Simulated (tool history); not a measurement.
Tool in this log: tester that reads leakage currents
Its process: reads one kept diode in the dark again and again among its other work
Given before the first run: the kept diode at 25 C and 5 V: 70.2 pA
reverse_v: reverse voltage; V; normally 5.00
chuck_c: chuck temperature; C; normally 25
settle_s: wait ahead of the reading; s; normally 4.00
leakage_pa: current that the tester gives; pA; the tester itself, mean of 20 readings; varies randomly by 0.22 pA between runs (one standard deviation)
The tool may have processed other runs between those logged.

run	hour	reverse_v	chuck_c	settle_s	leakage_pa
1	0.0	5.00	25	4.00	69.29
2	24.4	5.00	25	4.00	69.63
3	52.8	5.00	25	4.00	69.61
4	82.0	5.00	25	4.00	69.22
5	112.2	5.00	25	4.00	69.39
6	139.7	5.00	25	1.46	70.20
7	159.8	5.00	25	1.46	70.15
8	180.6	5.00	25	1.46	69.88
9	197.7	6.91	25	1.46	81.25
10	215.6	1.74	25	4.00	43.63
11	245.0	1.74	25	4.00	43.43
12	272.8	1.74	25	4.00	43.18
13	295.0	1.74	25	4.00	43.17
14	324.9	1.74	25	4.00	43.24
15	358.7	5.00	25	4.00	69.42
16	380.8	5.00	25	4.00	68.86
# hour 386.7: probe card cleaned and baked
17	414.4	5.00	25	4.00	69.48

Run 18 comes next. What will it give?
18	448.9	5.00	25	4.00	?

leakage_pa: 69.81 pA
With the hidden condition absent and the run-to-run variation left alone, this run would have shown leakage_pa 70.77 pA.
